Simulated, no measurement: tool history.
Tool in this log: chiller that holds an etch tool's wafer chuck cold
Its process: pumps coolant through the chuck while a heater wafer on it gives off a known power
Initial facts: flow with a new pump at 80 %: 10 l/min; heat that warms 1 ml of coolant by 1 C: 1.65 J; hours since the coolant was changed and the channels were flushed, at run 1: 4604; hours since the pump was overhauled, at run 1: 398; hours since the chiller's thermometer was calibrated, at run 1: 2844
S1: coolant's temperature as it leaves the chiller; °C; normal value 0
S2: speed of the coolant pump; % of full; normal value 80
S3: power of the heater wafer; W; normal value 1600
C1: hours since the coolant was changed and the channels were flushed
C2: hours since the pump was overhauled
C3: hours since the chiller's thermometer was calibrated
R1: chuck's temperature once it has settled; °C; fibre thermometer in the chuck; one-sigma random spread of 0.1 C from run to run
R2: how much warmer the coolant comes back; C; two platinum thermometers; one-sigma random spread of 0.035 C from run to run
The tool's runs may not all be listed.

{"run": 1, "hour": 0.0, "S1": 0, "S2": 80, "S3": 1600, "C1": 4604, "C2": 398, "C3": 2844, "R1": 16.5, "R2": 5.89}
{"run": 2, "hour": 32.1, "S1": 0, "S2": 87, "S3": 1600, "C1": 4636, "C2": 430, "C3": 2876, "R1": 15.5, "R2": 5.28}
{"run": 3, "hour": 58.8, "S1": 0, "S2": 78, "S3": 1600, "C1": 4663, "C2": 457, "C3": 2902, "R1": 16.9, "R2": 6.01}
{"run": 4, "hour": 89.6, "S1": 0, "S2": 78, "S3": 1600, "C1": 4693, "C2": 488, "C3": 2933, "R1": 17.0, "R2": 6.09}
{"run": 5, "hour": 125.9, "S1": 0, "S2": 60, "S3": 1600, "C1": 4730, "C2": 524, "C3": 2970, "R1": 20.3, "R2": 8.1}
{"run": 6, "hour": 152.0, "S1": 0, "S2": 60, "S3": 1600, "C1": 4756, "C2": 550, "C3": 2996, "R1": 20.4, "R2": 8.08}
{"run": 7, "hour": 193.8, "S1": 0, "S2": 60, "S3": 1600, "C1": 4798, "C2": 592, "C3": 3038, "R1": 20.4, "R2": 8.12}
{"run": 8, "hour": 241.0, "S1": 0, "S2": 80, "S3": 1600, "C1": 4845, "C2": 639, "C3": 3085, "R1": 16.6, "R2": 5.82}
{"run": 9, "hour": 275.5, "S1": 0, "S2": 80, "S3": 1600, "C1": 4879, "C2": 674, "C3": 3119, "R1": 17.0, "R2": 5.88}
{"run": 10, "hour": 299.6, "S1": 0, "S2": 80, "S3": 1600, "C1": 4903, "C2": 698, "C3": 3143, "R1": 16.7, "R2": 5.84}
{"run": 11, "hour": 341.3, "S1": -5, "S2": 80, "S3": 1622, "C1": 4945, "C2": 740, "C3": 3185, "R1": 11.9, "R2": 6.0}
{"run": 12, "hour": 375.5, "S1": -5, "S2": 80, "S3": 1622, "C1": 4979, "C2": 774, "C3": 3219, "R1": 12.1, "R2": 6.02}
{"run": 13, "hour": 402.7, "S1": 8, "S2": 70, "S3": 1600, "C1": 5007, "C2": 801, "C3": 3246, "R1": 26.4, "R2": 6.82}
{"run": 14, "hour": 436.3, "S1": 5, "S2": 70, "S3": 1395, "C1": 5040, "C2": 835, "C3": 3280, "R1": 21.3, "R2": 5.95}
{"run": 15, "hour": 474.7, "S1": 5, "S2": 70, "S3": 1395, "C1": 5079, "C2": 873, "C3": 3318, "R1": 21.1, "R2": 5.98}
{"run": 16, "hour": 516.0, "S1": -1, "S2": 91, "S3": 1600, "C1": 5120, "C2": 914, "C3": 3360, "R1": 14.4, "R2": 5.13}

4 ways to go on from here, each from the tool as it stands after run 16. What would each give?
{"run": "A", "hour": 555.2, "S1": 0, "S2": 80, "S3": 889, "C1": 5159, "C2": 953, "C3": 3399, "R1": "?", "R2": "?"}
{"run": "B", "hour": 555.2, "S1": -1, "S2": 91, "S3": 1131, "C1": 5159, "C2": 953, "C3": 3399, "R1": "?", "R2": "?"}
{"run": "C", "hour": 555.2, "S1": 1, "S2": 87, "S3": 2273, "C1": 5159, "C2": 953, "C3": 3399, "R1": "?", "R2": "?"}
{"run": "D", "hour": 555.2, "S1": -1, "S2": 64, "S3": 1911, "C1": 5159, "C2": 953, "C3": 3399, "R1": "?", "R2": "?"}

run=A R1=9.7 R2=3.26
run=B R1=9.9 R2=3.58
run=C R1=23.5 R2=7.61
run=D R1=22.5 R2=9.17
Without the tool's unlogged condition, the same runs would have read:
run=A R1=8.2 R2=3.20
run=B R1=8.3 R2=3.52
run=C R1=20.6 R2=7.49
run=D R1=19.6 R2=9.02
